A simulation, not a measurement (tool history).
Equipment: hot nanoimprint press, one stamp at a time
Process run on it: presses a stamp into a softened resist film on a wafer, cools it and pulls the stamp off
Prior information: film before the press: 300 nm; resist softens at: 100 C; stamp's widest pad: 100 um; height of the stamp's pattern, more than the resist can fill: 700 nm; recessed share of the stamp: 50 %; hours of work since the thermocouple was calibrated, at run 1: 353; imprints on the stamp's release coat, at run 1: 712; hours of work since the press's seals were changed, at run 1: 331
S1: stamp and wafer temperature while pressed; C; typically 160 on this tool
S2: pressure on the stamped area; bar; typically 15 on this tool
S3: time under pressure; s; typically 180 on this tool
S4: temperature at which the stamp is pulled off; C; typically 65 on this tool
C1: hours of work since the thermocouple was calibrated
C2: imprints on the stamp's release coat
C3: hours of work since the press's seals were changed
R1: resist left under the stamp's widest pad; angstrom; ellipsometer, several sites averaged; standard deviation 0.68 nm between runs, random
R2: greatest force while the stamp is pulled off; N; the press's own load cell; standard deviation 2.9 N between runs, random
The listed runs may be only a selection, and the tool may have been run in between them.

Run 1, hour 0: usual settings; C1 353; C2 712; C3 331. Result: R1 1520 angstrom, R2 169 N.
Run 2, hour 12.1: usual settings; C1 360; C2 758; C3 338. Result: R1 1520 angstrom, R2 180 N.
At hour 28.5: plate thermocouple calibrated.
Run 3, hour 39.9: usual settings; C1 7; C2 853; C3 353. Result: R1 1591 angstrom, R2 186 N.
Run 4, hour 60.5: usual settings; C1 19; C2 931; C3 365. Result: R1 1593 angstrom, R2 187 N.
Run 5, hour 80.7: usual settings; C1 30; C2 1009; C3 376. Result: R1 1596 angstrom, R2 201 N.
Run 6, hour 99.5: usual settings but S3 319 s; C1 41; C2 1080; C3 387. Result: R1 1317 angstrom, R2 202 N.
Run 7, hour 120.9: usual settings but S2 12.4 bar, S3 319 s; C1 54; C2 1162; C3 400. Result: R1 1443 angstrom, R2 201 N.
Run 8, hour 140: usual settings but S2 12.4 bar, S3 319 s; C1 65; C2 1235; C3 411. Result: R1 1440 angstrom, R2 204 N.
Run 9, hour 160: usual settings but S2 12.4 bar, S3 319 s; C1 77; C2 1312; C3 423. Result: R1 1453 angstrom, R2 207 N.
Run 10, hour 174.7: usual settings but S2 12.4 bar, S3 319 s; C1 85; C2 1368; C3 431. Result: R1 1451 angstrom, R2 215 N.
Run 11, hour 203.1: usual settings but S2 12.4 bar, S3 319 s; C1 102; C2 1476; C3 448. Result: R1 1439 angstrom, R2 217 N.
Run 12, hour 221.6: usual settings but S2 12.4 bar, S3 319 s; C1 113; C2 1547; C3 459. Result: R1 1433 angstrom, R2 227 N.
Run 13, hour 236: usual settings but S2 12.4 bar, S3 319 s; C1 121; C2 1602; C3 467. Result: R1 1444 angstrom, R2 218 N.
Run 14, hour 264.4: usual settings but S2 12.4 bar, S3 319 s; C1 137; C2 1711; C3 483. Result: R1 1445 angstrom, R2 233 N.
Run 15, hour 281.3: usual settings; C1 147; C2 1775; C3 493. Result: R1 1579 angstrom, R2 227 N.
Run 16, hour 305.1: usual settings but S1 158 C, S2 16.8 bar, S4 58 C; C1 161; C2 1866; C3 507. Result: R1 1575 angstrom, R2 284 N.
Run 17, hour 318: usual settings but S1 158 C, S2 16.8 bar, S4 58 C; C1 169; C2 1915; C3 515. Result: R1 1564 angstrom, R2 282 N.
Run 18, hour 346.3: usual settings but S1 158 C, S2 18.2 bar, S3 198 s, S4 58 C; C1 185; C2 2024; C3 531. Result: R1 1468 angstrom, R2 304 N.
Run 19, hour 359.6: usual settings but S1 154 C, S2 11.7 bar, S3 198 s, S4 58 C; C1 193; C2 2074; C3 539. Result: R1 1995 angstrom, R2 297 N.
Run 20, hour 372.2: usual settings but S4 70 C; C1 200; C2 2123; C3 546. Result: R1 1561 angstrom, R2 225 N.
At hour 384.8: stamp cleaned and given a new release coat.
Run 21, hour 396.6: usual settings but S4 70 C; C1 211; C2 45; C3 557. Result: R1 1571 angstrom, R2 117 N.
Run 22, hour 423.9: usual settings but S1 161 C, S2 11.6 bar; C1 227; C2 149; C3 573. Result: R1 1727 angstrom, R2 139 N.
Run 23, hour 436.5: usual settings but S2 11.9 bar, S3 345 s, S4 52 C; C1 234; C2 197; C3 580. Result: R1 1420 angstrom, R2 198 N.
Run 24, hour 460.8: usual settings but S2 11.9 bar, S3 345 s, S4 52 C; C1 248; C2 290; C3 594. Result: R1 1411 angstrom, R2 194 N.
Run 25, hour 474: usual settings but S2 11.9 bar, S3 345 s, S4 52 C; C1 256; C2 341; C3 602. Result: R1 1407 angstrom, R2 206 N.
Run 26, hour 489.1: usual settings but S1 155 C, S2 19.3 bar, S3 264 s, S4 55 C; C1 265; C2 399; C3 611. Result: R1 1412 angstrom, R2 196 N.
Run 27, hour 501.2: usual settings but S1 152 C, S2 19.3 bar, S3 264 s, S4 55 C; C1 272; C2 445; C3 618. Result: R1 1545 angstrom, R2 197 N.
Run 28, hour 513.5: usual settings but S1 148 C, S2 21.1 bar, S3 138 s, S4 62 C; C1 279; C2 492; C3 625. Result: R1 2028 angstrom, R2 171 N.
Run 29, hour 532.7: usual settings but S1 148 C, S2 11.3 bar, S3 232 s, S4 71 C; C1 290; C2 565; C3 636. Result: R1 2223 angstrom, R2 131 N.

Consider 3 possible next runs. They are alternatives, not a sequence: every one starts from the tool as it was left by run 29. What does each give?
Run A, hour 558.8: usual settings but S1 155 C, S2 11.3 bar, S3 290 s, S4 71 C; C1 305; C2 665; C3 651. Result: R1 ?, R2 ?.
Run B, hour 558.8: usual settings but S3 102 s, S4 71 C; C1 305; C2 665; C3 651. Result: R1 ?, R2 ?.
Run C, hour 558.8: usual settings but S3 204 s; C1 305; C2 665; C3 651. Result: R1 ?, R2 ?.

run    R1   R2
  A  1781  133
  B  1838  139
  C  1499  165
Take away the tool's hidden state, keep each run's random variation, and the runs would have read:
run    R1   R2
  A  1815  108
  B  1864  113
  C  1524  134
